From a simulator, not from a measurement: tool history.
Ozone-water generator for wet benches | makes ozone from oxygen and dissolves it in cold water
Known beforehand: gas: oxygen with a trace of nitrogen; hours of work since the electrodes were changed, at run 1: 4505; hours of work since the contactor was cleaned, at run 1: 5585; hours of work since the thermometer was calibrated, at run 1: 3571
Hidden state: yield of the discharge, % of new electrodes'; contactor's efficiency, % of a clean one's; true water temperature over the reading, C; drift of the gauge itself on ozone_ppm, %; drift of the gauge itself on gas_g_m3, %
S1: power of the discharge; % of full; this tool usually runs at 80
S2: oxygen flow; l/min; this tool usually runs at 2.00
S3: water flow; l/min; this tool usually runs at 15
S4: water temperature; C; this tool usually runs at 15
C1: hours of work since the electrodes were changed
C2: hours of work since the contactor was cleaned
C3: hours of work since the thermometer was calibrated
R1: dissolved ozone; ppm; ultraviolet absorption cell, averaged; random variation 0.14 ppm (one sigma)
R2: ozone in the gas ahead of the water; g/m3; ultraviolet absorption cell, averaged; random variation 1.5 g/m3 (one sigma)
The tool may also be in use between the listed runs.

run     day  S1    S2  S3  S4    C1    C2    C3    R1     R2
  1   0.000  80  2.00  15  15  4505  5585  3571  15.0  265.0
  2   3.221  80  2.00  15  15  4558  5638  3624  14.8  264.0
  3   8.642  80  2.00  15  15  4648  5728  3714  15.0  265.9
  4  11.775  80  2.00  15  15  4700  5780  3766  15.3  261.8
  5  17.917  80  2.00  13  15  4802  5882  3867  17.8  260.7
  6  24.975  80  2.00  13  15  4919  5999  3984  17.5  261.5
  7  29.125  80  2.87  15  15  4987  6067  4053  15.1  205.4
  8  36.075  80  2.00  12  15  5102  6183  4168  19.1  264.3
  9  42.812  56  1.84  15   7  5214  6294  4280  12.4  221.1
 10  49.454  56  1.84  15   7  5324  6404  4390  12.5  221.5
 11  53.071  54  2.00  15  15  5384  6464  4450  11.4  203.9
 12  58.238  71  1.83  14  14  5469  6550  4535  14.9  254.6
 13  63.958  73  1.51  10   8  5564  6644  4630  23.5  295.3
 14  69.262  70  1.51  10  19  5652  6732  4718  20.4  286.7
 15  76.446  80  2.00  15  10  5771  6851  4837  15.2  257.1

Branching from run 15: 4 alternative next runs. What would each branch give?
  A  81.958  80  2.00  15  12  5862  6942  4928   ?   ?
  B  81.958  84  1.14  12  15  5862  6942  4928   ?   ?
  C  81.958  80  2.00  15  10  5862  6942  4928   ?   ?
  D  81.958  94  1.25  15  10  5862  6942  4928   ?   ?

run    R1     R2
  A  14.7  258.7
  B  19.0  387.9
  C  15.1  256.5
  D  16.0  386.1
Without the tool's hidden state the same runs would have given:
run    R1     R2
  A  16.9  284.1
  B  21.7  427.2
  C  17.3  281.7
  D  18.4  427.8
